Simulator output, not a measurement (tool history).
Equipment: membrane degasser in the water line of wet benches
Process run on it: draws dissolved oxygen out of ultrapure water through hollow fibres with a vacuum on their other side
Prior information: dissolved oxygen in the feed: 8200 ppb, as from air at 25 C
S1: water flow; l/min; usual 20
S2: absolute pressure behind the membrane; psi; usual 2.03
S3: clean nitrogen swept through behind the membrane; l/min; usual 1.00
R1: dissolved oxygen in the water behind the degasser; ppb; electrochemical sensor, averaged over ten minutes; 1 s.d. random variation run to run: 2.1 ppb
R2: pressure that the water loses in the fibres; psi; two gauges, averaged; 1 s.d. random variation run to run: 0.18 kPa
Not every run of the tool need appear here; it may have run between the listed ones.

run 1 hour=0.0 | S1=20 S2=2.03 S3=1.00 | R1=472.3 R2=4.833
-- hour=121.0 vacuum gauge calibrated
run 2 hour=237.0 | S1=20 S2=2.03 S3=1.00 | R1=477.2 R2=4.799
run 3 hour=427.8 | S1=20 S2=2.03 S3=1.00 | R1=474.2 R2=4.862
run 4 hour=667.2 | S1=20 S2=2.03 S3=1.00 | R1=474.9 R2=4.867
run 5 hour=924.4 | S1=20 S2=2.03 S3=1.00 | R1=476.8 R2=4.862
run 6 hour=1054.7 | S1=20 S2=2.03 S3=1.00 | R1=468.9 R2=4.838
run 7 hour=1258.6 | S1=20 S2=2.03 S3=1.00 | R1=469.4 R2=4.863
run 8 hour=1382.7 | S1=20 S2=2.03 S3=1.00 | R1=473.2 R2=4.796
run 9 hour=1652.4 | S1=12 S2=2.03 S3=1.00 | R1=291.2 R2=2.921
run 10 hour=1779.0 | S1=12 S2=2.03 S3=1.00 | R1=290.5 R2=2.891
run 11 hour=1982.9 | S1=12 S2=2.03 S3=1.00 | R1=292.9 R2=2.888
run 12 hour=2188.8 | S1=12 S2=2.03 S3=1.00 | R1=290.6 R2=2.880
run 13 hour=2351.0 | S1=12 S2=2.03 S3=1.00 | R1=290.8 R2=2.882
run 14 hour=2572.7 | S1=23 S2=2.03 S3=1.00 | R1=538.7 R2=5.555
run 15 hour=2856.6 | S1=23 S2=2.03 S3=1.00 | R1=537.7 R2=5.522
run 16 hour=3127.4 | S1=23 S2=2.03 S3=1.00 | R1=540.2 R2=5.598
run 17 hour=3254.0 | S1=23 S2=2.03 S3=1.00 | R1=537.9 R2=5.530
run 18 hour=3540.5 | S1=23 S2=2.03 S3=1.00 | R1=537.1 R2=5.617
run 19 hour=3796.0 | S1=23 S2=2.03 S3=1.00 | R1=536.7 R2=5.585
-- hour=3963.9 vacuum gauge calibrated
run 20 hour=3974.2 | S1=20 S2=1.97 S3=2.28 | R1=226.8 R2=4.802
run 21 hour=4200.5 | S1=13 S2=2.03 S3=1.00 | R1=312.7 R2=3.111
run 22 hour=4451.9 | S1=20 S2=2.45 S3=1.00 | R1=579.3 R2=4.796
run 23 hour=4625.5 | S1=20 S2=2.06 S3=0.58 | R1=724.5 R2=4.850
run 24 hour=4830.8 | S1=20 S2=2.06 S3=0.58 | R1=727.2 R2=4.773
run 25 hour=4957.7 | S1=17 S2=2.06 S3=2.09 | R1=213.0 R2=4.084
-- hour=5208.8 seals of the vacuum lines changed
run 26 hour=5208.8 | S1=26 S2=1.25 S3=1.36 | R1=272.2 R2=6.284
run 27 hour=5459.6 | S1=17 S2=1.25 S3=1.44 | R1=150.9 R2=4.090
-- hour=5480.2 gauge calibrated
run 28 hour=5651.4 | S1=15 S2=1.36 S3=1.25 | R1=175.5 R2=3.624
run 29 hour=5929.2 | S1=13 S2=1.36 S3=1.25 | R1=152.8 R2=3.153

For some of the steps in R1 from one run to the next: how much would appear even if the tool had no hidden state, given the settings, what came in and random variation, and how much remains for the hidden state plus any gauge scatter that the measured result and the result without hidden state don't share?
The hidden state here: membrane still open, %; true pressure behind the membrane over the reading, kPa; air that leaks in behind the membrane, l/min; drift of the gauge itself on oxygen_ppb, %; drift of the gauge itself on loss_of_pressure_kpa, %.
Run 19 -> 20: S1 23 -> 20, S2 2.03 -> 1.97, S3 1.00 -> 2.28, vacuum gauge calibrated. R1 -309.9 ppb: hidden state +5.8, all else -315.7.
Run 21 -> 22: S1 13 -> 20, S2 2.03 -> 2.45. R1 +266.6 ppb: hidden state -6.6, all else +273.2.
Run 24 -> 25: S1 20 -> 17, S3 0.58 -> 2.09. R1 -514.2 ppb: hidden state +13.1, all else -527.3.
